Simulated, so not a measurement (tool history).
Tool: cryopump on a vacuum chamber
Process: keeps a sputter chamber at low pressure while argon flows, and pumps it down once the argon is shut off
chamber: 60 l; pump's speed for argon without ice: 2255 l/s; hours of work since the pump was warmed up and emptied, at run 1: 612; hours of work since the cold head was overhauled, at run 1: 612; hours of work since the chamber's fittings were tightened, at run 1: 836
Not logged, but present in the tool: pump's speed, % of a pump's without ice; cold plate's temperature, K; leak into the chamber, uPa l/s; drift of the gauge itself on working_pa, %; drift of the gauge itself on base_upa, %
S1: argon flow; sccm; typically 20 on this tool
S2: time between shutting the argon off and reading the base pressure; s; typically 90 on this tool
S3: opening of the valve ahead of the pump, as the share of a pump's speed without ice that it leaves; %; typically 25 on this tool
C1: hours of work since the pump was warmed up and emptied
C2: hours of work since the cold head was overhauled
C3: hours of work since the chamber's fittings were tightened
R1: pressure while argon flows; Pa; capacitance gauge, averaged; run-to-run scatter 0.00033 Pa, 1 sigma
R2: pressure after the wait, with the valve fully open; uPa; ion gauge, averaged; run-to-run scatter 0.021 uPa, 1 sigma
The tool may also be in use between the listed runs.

run,hour,S1,S2,S3,C1,C2,C3,R1,R2
1,0.0,20,90,25,612,612,836,0.0622,0.47
2,43.2,20,90,39,632,632,856,0.0407,0.48
3,106.1,20,90,39,661,661,885,0.0403,0.50
4,152.6,20,90,39,682,682,907,0.0408,0.48
5,224.6,20,90,25,715,715,940,0.0621,0.48
6,314.6,20,90,25,757,757,981,0.0630,0.49
7,400.9,20,90,46,797,797,1021,0.0348,0.52
8,457.4,10,90,25,823,823,1047,0.0314,0.49
9,514.7,20,127,25,849,849,1074,0.0626,0.46
10,563.2,20,90,18,871,871,1096,0.0862,0.48
11,607.1,20,90,28,892,892,1116,0.0567,0.49
12,661.0,15,41,26,917,917,1141,0.0458,0.80
13,700.0,14,42,26,935,935,1159,0.0429,0.78
14,763.9,20,259,16,964,964,1188,0.0976,0.37
15,813.7,20,56,16,987,987,1211,0.0975,0.65
16,856.5,20,105,16,1007,1007,1231,0.0970,0.51
17,910.9,20,210,42,1032,1032,1256,0.0385,0.38
18,948.7,20,39,42,1049,1049,1274,0.0394,0.81

4 ways to go on from here, each from the tool as it stands after run 18. What would each give?
A,1010.5,20,39,43,1078,1078,1302,?,?
B,1010.5,20,180,48,1078,1078,1302,?,?
C,1010.5,20,36,25,1078,1078,1302,?,?
D,1010.5,11,26,25,1078,1078,1302,?,?

run,R1,R2
A,0.0380,0.84
B,0.0351,0.42
C,0.0638,0.82
D,0.0349,1.07
With no hidden state in the tool, these same runs would have given:
run,R1,R2
A,0.0344,0.65
B,0.0315,0.22
C,0.0602,0.63
D,0.0329,0.88

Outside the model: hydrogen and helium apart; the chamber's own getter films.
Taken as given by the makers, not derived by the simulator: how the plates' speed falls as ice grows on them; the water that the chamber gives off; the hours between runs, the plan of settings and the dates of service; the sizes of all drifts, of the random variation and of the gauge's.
